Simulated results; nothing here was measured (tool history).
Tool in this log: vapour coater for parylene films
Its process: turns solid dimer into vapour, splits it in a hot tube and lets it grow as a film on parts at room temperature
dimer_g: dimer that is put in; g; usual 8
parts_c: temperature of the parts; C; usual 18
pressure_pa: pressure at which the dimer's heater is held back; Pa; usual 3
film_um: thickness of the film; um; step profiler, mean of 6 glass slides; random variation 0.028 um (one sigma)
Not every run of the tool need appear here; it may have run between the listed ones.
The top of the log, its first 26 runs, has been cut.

run 27 hour=1403.1 | dimer_g=3 parts_c=18 pressure_pa=6.67 | film_um=0.99
run 28 hour=1476.8 | dimer_g=3 parts_c=18 pressure_pa=6.67 | film_um=0.98
run 29 hour=1545.3 | dimer_g=4 parts_c=26 pressure_pa=3 | film_um=1.25
run 30 hour=1586.4 | dimer_g=4 parts_c=18 pressure_pa=9 | film_um=1.19
run 31 hour=1650.7 | dimer_g=4 parts_c=23 pressure_pa=4.53 | film_um=1.25
run 32 hour=1687 | dimer_g=3 parts_c=28 pressure_pa=3.08 | film_um=0.9
-- hour=1704.8 trap's valve overhauled
run 33 hour=1732.1 | dimer_g=8 parts_c=18 pressure_pa=10.04 | film_um=2.58
run 34 hour=1771.4 | dimer_g=11 parts_c=23 pressure_pa=2.15 | film_um=4.5
-- hour=1785.6 table's thermometer calibrated
run 35 hour=1841.7 | dimer_g=5 parts_c=18 pressure_pa=3 | film_um=2.1
run 36 hour=1886.8 | dimer_g=10 parts_c=18 pressure_pa=3 | film_um=4.19
run 37 hour=1929.8 | dimer_g=10 parts_c=18 pressure_pa=3 | film_um=4.19
run 38 hour=1974.9 | dimer_g=4 parts_c=18 pressure_pa=3 | film_um=1.66
run 39 hour=2021.8 | dimer_g=4 parts_c=18 pressure_pa=3 | film_um=1.66
run 40 hour=2073.5 | dimer_g=4 parts_c=19 pressure_pa=6.47 | film_um=1.36
run 41 hour=2149.7 | dimer_g=4 parts_c=19 pressure_pa=6.47 | film_um=1.31
run 42 hour=2197.2 | dimer_g=4 parts_c=19 pressure_pa=6.47 | film_um=1.28
run 43 hour=2232.8 | dimer_g=5 parts_c=11 pressure_pa=4.39 | film_um=2.24
run 44 hour=2312 | dimer_g=5 parts_c=11 pressure_pa=4.39 | film_um=2.26
run 45 hour=2356.6 | dimer_g=5 parts_c=11 pressure_pa=4.39 | film_um=2.22
run 46 hour=2432.9 | dimer_g=13 parts_c=13 pressure_pa=3.36 | film_um=5.8

Branching from run 46: 3 alternative next runs. What would each branch give?
run A hour=2504.9 | dimer_g=4 parts_c=28 pressure_pa=3 | film_um=?
run B hour=2504.9 | dimer_g=10 parts_c=13 pressure_pa=2.68 | film_um=?
run C hour=2504.9 | dimer_g=8 parts_c=18 pressure_pa=2.96 | film_um=?

run=A film_um=1.15
run=B film_um=4.64
run=C film_um=3.13
Without the tool's unlogged condition, the same runs would have read:
run=A film_um=1.26
run=B film_um=5.06
run=C film_um=3.41

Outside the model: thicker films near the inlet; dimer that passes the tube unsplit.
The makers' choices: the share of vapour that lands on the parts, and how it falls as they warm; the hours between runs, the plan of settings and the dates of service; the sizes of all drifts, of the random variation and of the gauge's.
